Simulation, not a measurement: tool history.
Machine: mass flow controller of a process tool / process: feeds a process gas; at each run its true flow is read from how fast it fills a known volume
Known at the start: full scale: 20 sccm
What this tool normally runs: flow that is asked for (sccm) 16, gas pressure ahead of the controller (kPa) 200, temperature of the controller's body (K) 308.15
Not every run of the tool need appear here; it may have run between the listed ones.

run    hour  flow that is asked for (sccm)  gas pressure ahead of the controller (kPa)  temperature of the controller's body (K)  true flow (%)
  1       0                             16                                         200                                    308.15          99.53
  2    50.2                             16                                         262                                    308.15          99.15
  3   142.6                             16                                         262                                    308.15          99.16
  4   227.4                             16                                         262                                    308.15          99.03
  5   277.2                             16                                         262                                    308.15             99
  6   336.7                             16                                         200                                    308.15          99.45
  7   432.2                             16                                         200                                    308.15          99.52
  8     496                             16                                         200                                    308.15          99.57
  9     546                             16                                         223                                    308.15          99.21
 10   596.8                             16                                         223                                    293.15          97.55
      602.6  -- controller's zero set anew
 11   675.8                             16                                         200                                    299.15           98.3
 12   770.5                             16                                         200                                    308.15          99.22
 13   855.8                             17                                         200                                    308.15          99.31
 14   918.3                             16                                         200                                    308.15          99.17
      987.5  -- controller's zero set anew, once more
 15   994.9                             12                                         200                                    308.15           98.9
 16  1109.1                             16                                         200                                    308.15           99.5
 17  1186.5                             16                                         200                                    311.15          99.78
 18  1296.5                             16                                         200                                    311.15           99.7
 19  1366.4                             16                                         200                                    311.15          99.73
 20  1445.8                              9                                         200                                    293.15          96.71
 21  1526.3                              9                                         141                                    308.15          98.86
 22  1590.8                              3                                         233                                    308.15          97.25
 23  1663.9                              2                                         242                                    308.15          96.81
 24  1726.4                              2                                         242                                    306.15          96.59
 25  1819.8                              2                                         211                                    297.15          95.52
 26  1900.1                              2                                         211                                    297.15          95.58
 27  1965.9                              6                                         211                                    297.15          96.64
 28  2075.4                              5                                         200                                    307.15          97.45
 29  2187.7                             12                                         266                                    304.15          97.78
 30    2276                             12                                         266                                    304.15          97.78
 31  2358.4                              3                                         248                                    296.15          95.34
 32    2442                             12                                         186                                    296.15          97.33
 33  2493.3                             12                                         151                                    296.15          97.51
 34  2543.3                             12                                         151                                    296.15          97.56
 35    2654                              9                                         200                                    299.15          96.99
 36  2736.3                              5                                         194                                    308.15           97.5
 37  2785.3                              5                                         194                                    308.15          97.32

Branching from run 37: 5 alternative next runs. What would each branch give?
  A  2873.9                             16                                         200                                    297.15              ?
  B  2873.9                              5                                         152                                    297.15              ?
  C  2873.9                              5                                         262                                    304.15              ?
  D  2873.9                              5                                         193                                    308.15              ?
  E  2873.9                              5                                         188                                    310.15              ?

run  true flow (%)
  A          97.71
  B          96.34
  C          96.51
  D          97.34
  E          97.78
What these runs would have given with no unlogged condition in the tool:
run  true flow (%)
  A          99.37
  B          98.31
  C          98.48
  D          99.31
  E          99.75
